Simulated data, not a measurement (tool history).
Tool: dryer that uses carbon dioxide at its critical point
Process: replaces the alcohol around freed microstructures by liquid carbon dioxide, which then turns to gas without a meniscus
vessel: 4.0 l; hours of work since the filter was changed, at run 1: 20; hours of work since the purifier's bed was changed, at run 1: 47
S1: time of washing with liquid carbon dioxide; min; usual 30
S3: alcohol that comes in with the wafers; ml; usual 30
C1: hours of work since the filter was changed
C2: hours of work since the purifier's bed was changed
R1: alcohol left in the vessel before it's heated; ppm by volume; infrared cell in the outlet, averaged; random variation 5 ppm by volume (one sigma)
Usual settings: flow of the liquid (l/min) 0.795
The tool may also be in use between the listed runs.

run 1 hour=0.0 | S1=30 flow_of_the_liquid_(l/min)=0.795 S3=30 | C1=20 C2=47 | R1=35
run 2 hour=7.0 | S1=30 flow_of_the_liquid_(l/min)=0.795 S3=30 | C1=22 C2=50 | R1=34
run 3 hour=16.6 | S1=30 flow_of_the_liquid_(l/min)=0.795 S3=30 | C1=25 C2=53 | R1=47
run 4 hour=22.8 | S1=30 flow_of_the_liquid_(l/min)=0.795 S3=30 | C1=28 C2=55 | R1=30
run 5 hour=33.5 | S1=30 flow_of_the_liquid_(l/min)=0.795 S3=30 | C1=31 C2=59 | R1=37
run 6 hour=40.8 | S1=30 flow_of_the_liquid_(l/min)=0.968 S3=30 | C1=34 C2=61 | R1=20
run 7 hour=50.3 | S1=30 flow_of_the_liquid_(l/min)=0.968 S3=30 | C1=37 C2=65 | R1=18
run 8 hour=60.2 | S1=30 flow_of_the_liquid_(l/min)=0.968 S3=30 | C1=41 C2=68 | R1=24
run 9 hour=64.8 | S1=30 flow_of_the_liquid_(l/min)=0.968 S3=30 | C1=42 C2=70 | R1=26
run 10 hour=70.8 | S1=24 flow_of_the_liquid_(l/min)=0.795 S3=30 | C1=44 C2=72 | R1=91
run 11 hour=76.6 | S1=24 flow_of_the_liquid_(l/min)=0.795 S3=30 | C1=46 C2=74 | R1=91
run 12 hour=82.1 | S1=24 flow_of_the_liquid_(l/min)=0.795 S3=30 | C1=48 C2=76 | R1=89
run 13 hour=90.8 | S1=24 flow_of_the_liquid_(l/min)=0.795 S3=30 | C1=51 C2=79 | R1=88
run 14 hour=96.1 | S1=31 flow_of_the_liquid_(l/min)=0.696 S3=53 | C1=53 C2=81 | R1=89
run 15 hour=102.1 | S1=31 flow_of_the_liquid_(l/min)=0.696 S3=53 | C1=55 C2=83 | R1=99
run 16 hour=107.2 | S1=20 flow_of_the_liquid_(l/min)=0.759 S3=80 | C1=57 C2=85 | R1=543
run 17 hour=117.6 | S1=20 flow_of_the_liquid_(l/min)=0.759 S3=80 | C1=61 C2=88 | R1=530
run 18 hour=128.4 | S1=42 flow_of_the_liquid_(l/min)=0.728 S3=22 | C1=64 C2=92 | R1=24
run 19 hour=138.0 | S1=30 flow_of_the_liquid_(l/min)=0.582 S3=83 | C1=68 C2=96 | R1=369
run 20 hour=148.6 | S1=37 flow_of_the_liquid_(l/min)=0.795 S3=30 | C1=72 C2=99 | R1=28

Forecast each of these 5 alternatives for the next run:
run A hour=153.5 | S1=30 flow_of_the_liquid_(l/min)=0.795 S3=37 | C1=73 C2=101 | R1=?
run B hour=153.5 | S1=30 flow_of_the_liquid_(l/min)=0.807 S3=30 | C1=73 C2=101 | R1=?
run C hour=153.5 | S1=43 flow_of_the_liquid_(l/min)=0.795 S3=21 | C1=73 C2=101 | R1=?
run D hour=153.5 | S1=37 flow_of_the_liquid_(l/min)=0.831 S3=81 | C1=73 C2=101 | R1=?
run E hour=153.5 | S1=30 flow_of_the_liquid_(l/min)=1.249 S3=67 | C1=73 C2=101 | R1=?

run=A R1=44
run=B R1=43
run=C R1=30
run=D R1=30
run=E R1=16
Without the tool's hidden state the same runs would have given:
run=A R1=26
run=B R1=25
run=C R1=15
run=D R1=14
run=E R1=1
